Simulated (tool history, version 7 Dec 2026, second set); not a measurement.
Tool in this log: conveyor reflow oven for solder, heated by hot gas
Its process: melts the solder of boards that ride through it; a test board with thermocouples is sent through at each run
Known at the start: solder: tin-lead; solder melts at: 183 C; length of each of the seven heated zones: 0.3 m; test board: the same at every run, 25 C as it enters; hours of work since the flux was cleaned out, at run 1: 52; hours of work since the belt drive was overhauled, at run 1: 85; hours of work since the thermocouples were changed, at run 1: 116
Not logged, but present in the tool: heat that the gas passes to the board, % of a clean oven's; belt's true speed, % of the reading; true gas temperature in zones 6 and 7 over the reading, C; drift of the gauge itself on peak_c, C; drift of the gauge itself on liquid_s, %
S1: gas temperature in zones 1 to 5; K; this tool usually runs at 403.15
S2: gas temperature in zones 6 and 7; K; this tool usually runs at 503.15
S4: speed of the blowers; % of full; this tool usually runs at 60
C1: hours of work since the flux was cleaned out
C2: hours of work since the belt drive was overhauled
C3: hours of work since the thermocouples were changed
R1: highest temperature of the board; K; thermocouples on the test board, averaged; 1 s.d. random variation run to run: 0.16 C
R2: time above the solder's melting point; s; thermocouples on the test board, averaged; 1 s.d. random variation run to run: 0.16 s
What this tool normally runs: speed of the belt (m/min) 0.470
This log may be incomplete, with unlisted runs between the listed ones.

run 1 hour=0.0 | S1=403.15 S2=503.15 speed_of_the_belt_(m/min)=0.470 S4=60 | C1=52 C2=85 C3=116 | R1=485.25 R2=50.7
run 2 hour=9.0 | S1=403.15 S2=503.15 speed_of_the_belt_(m/min)=0.470 S4=60 | C1=59 C2=93 C3=123 | R1=485.35 R2=50.7
run 3 hour=13.3 | S1=403.15 S2=495.15 speed_of_the_belt_(m/min)=0.470 S4=60 | C1=62 C2=96 C3=127 | R1=478.55 R2=43.9
run 4 hour=22.6 | S1=403.15 S2=495.15 speed_of_the_belt_(m/min)=0.470 S4=60 | C1=70 C2=103 C3=134 | R1=478.55 R2=44.0
run 5 hour=28.5 | S1=403.15 S2=495.15 speed_of_the_belt_(m/min)=0.470 S4=60 | C1=74 C2=108 C3=139 | R1=477.85 R2=43.4
run 6 hour=32.5 | S1=403.15 S2=503.15 speed_of_the_belt_(m/min)=0.470 S4=53 | C1=78 C2=111 C3=142 | R1=483.55 R2=48.2
run 7 hour=41.3 | S1=403.15 S2=503.15 speed_of_the_belt_(m/min)=0.470 S4=53 | C1=84 C2=118 C3=149 | R1=483.55 R2=48.2
run 8 hour=47.4 | S1=403.15 S2=503.15 speed_of_the_belt_(m/min)=0.470 S4=53 | C1=89 C2=123 C3=153 | R1=483.65 R2=48.4
-- hour=53.2 flux residue cleaned out of gas plates and filters
run 9 hour=61.6 | S1=398.15 S2=503.15 speed_of_the_belt_(m/min)=0.515 S4=60 | C1=7 C2=130 C3=161 | R1=480.55 R2=39.6
run 10 hour=69.0 | S1=398.15 S2=503.15 speed_of_the_belt_(m/min)=0.515 S4=60 | C1=12 C2=136 C3=166 | R1=480.25 R2=39.4
-- hour=80.2 flux residue cleaned out of gas plates and filters, once more
run 11 hour=80.2 | S1=409.15 S2=498.15 speed_of_the_belt_(m/min)=0.410 S4=60 | C1=0 C2=141 C3=171 | R1=486.25 R2=63.5
run 12 hour=84.9 | S1=409.15 S2=515.15 speed_of_the_belt_(m/min)=0.410 S4=60 | C1=4 C2=144 C3=175 | R1=502.05 R2=74.6
run 13 hour=91.1 | S1=409.15 S2=515.15 speed_of_the_belt_(m/min)=0.410 S4=60 | C1=9 C2=149 C3=180 | R1=501.85 R2=74.8

Below are 5 alternative next runs, each starting from the tool's condition after run 13. Predict each:
run A hour=99.2 | S1=401.15 S2=515.15 speed_of_the_belt_(m/min)=0.410 S4=60 | C1=15 C2=155 C3=186 | R1=? R2=?
run B hour=99.2 | S1=401.15 S2=515.15 speed_of_the_belt_(m/min)=0.410 S4=60 | C1=15 C2=155 C3=186 | R1=? R2=?
run C hour=99.2 | S1=407.15 S2=499.15 speed_of_the_belt_(m/min)=0.470 S4=60 | C1=15 C2=155 C3=186 | R1=? R2=?
run D hour=99.2 | S1=403.15 S2=503.15 speed_of_the_belt_(m/min)=0.472 S4=61 | C1=15 C2=155 C3=186 | R1=? R2=?
run E hour=99.2 | S1=409.15 S2=508.15 speed_of_the_belt_(m/min)=0.470 S4=83 | C1=15 C2=155 C3=186 | R1=? R2=?

run=A R1=500.85 R2=71.2
run=B R1=500.75 R2=71.6
run=C R1=483.15 R2=50.5
run=D R1=486.25 R2=51.3
run=E R1=495.55 R2=61.6
The same runs, with their run-to-run variation unchanged, on a tool lacking any hidden condition would have given:
run=A R1=501.75 R2=71.7
run=B R1=501.65 R2=72.0
run=C R1=484.05 R2=51.3
run=D R1=487.15 R2=52.0
run=E R1=496.55 R2=62.1
